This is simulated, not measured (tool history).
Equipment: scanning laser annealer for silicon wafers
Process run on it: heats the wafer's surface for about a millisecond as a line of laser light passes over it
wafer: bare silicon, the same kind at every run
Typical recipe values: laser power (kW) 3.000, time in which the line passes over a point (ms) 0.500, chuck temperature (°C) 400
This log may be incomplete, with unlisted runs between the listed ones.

run	hour	laser power (kW)	time in which the line passes over a point (ms)	chuck temperature (°C)	highest temperature of the surface (°C)
1	0.0	3.000	0.500	400	1165
2	57.3	3.000	0.500	366	1132
3	113.4	3.000	0.500	366	1131
4	163.4	3.000	0.500	400	1166
5	209.6	3.000	0.500	400	1162
6	276.0	3.000	0.500	400	1164
7	361.2	3.000	0.374	400	1045
8	451.0	3.000	0.374	400	1048
# hour 462.2: optics aligned, line set to its width
9	540.7	3.047	0.446	400	1125
10	606.9	3.000	0.604	433	1284
11	694.8	3.209	0.483	438	1246
12	786.3	3.000	0.386	400	1056
13	878.9	3.151	0.423	373	1106
14	924.7	3.151	0.423	373	1104
15	1013.1	3.151	0.407	373	1092

3 ways to go on from here, each from the tool as it stands after run 15. What would each give?
A	1081.5	3.142	0.374	419	?
B	1081.5	3.000	0.500	417	?
C	1081.5	3.151	0.407	384	?

run	highest temperature of the surface (°C)
A	1101
B	1180
C	1101
With the hidden condition removed and each run's random variation left untouched, the same runs would have given:
run	highest temperature of the surface (°C)
A	1102
B	1181
C	1102

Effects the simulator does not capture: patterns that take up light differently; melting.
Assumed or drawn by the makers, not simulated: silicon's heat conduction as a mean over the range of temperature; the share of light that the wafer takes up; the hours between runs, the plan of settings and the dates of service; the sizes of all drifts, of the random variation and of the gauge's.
